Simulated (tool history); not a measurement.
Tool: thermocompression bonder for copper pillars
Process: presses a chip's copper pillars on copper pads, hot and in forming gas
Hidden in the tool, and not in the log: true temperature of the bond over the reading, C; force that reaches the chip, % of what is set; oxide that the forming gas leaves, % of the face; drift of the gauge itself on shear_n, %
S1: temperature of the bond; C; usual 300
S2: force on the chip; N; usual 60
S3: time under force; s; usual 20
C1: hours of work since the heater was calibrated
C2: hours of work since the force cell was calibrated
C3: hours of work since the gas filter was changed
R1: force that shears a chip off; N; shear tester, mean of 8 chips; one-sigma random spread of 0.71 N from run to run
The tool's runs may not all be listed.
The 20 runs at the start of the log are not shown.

run 21 hour=130 | S1=272 S2=60 S3=20 | C1=1012 C2=185 C3=325 | R1=66
run 22 hour=135 | S1=272 S2=40 S3=16 | C1=1015 C2=188 C3=328 | R1=45.3
run 23 hour=141.3 | S1=272 S2=79 S3=56 | C1=1018 C2=191 C3=331 | R1=98.2
run 24 hour=149.8 | S1=272 S2=48 S3=56 | C1=1022 C2=195 C3=336 | R1=78.2
-- hour=156.5 forming gas filter changed
run 25 hour=157.2 | S1=272 S2=48 S3=56 | C1=1026 C2=199 C3=0 | R1=83.3
run 26 hour=161.3 | S1=310 S2=48 S3=40 | C1=1028 C2=201 C3=2 | R1=97.3
run 27 hour=167.1 | S1=284 S2=37 S3=10 | C1=1031 C2=204 C3=5 | R1=42.9
run 28 hour=174.9 | S1=284 S2=37 S3=10 | C1=1035 C2=208 C3=9 | R1=43.5

What will run 29 give?
run 29 hour=183.9 | S1=303 S2=63 S3=37 | C1=1040 C2=212 C3=14 | R1=?

Run 29 gave R1 103.2 N.
Minus the tool's unlogged condition, the same run would have read R1 100.6 N.
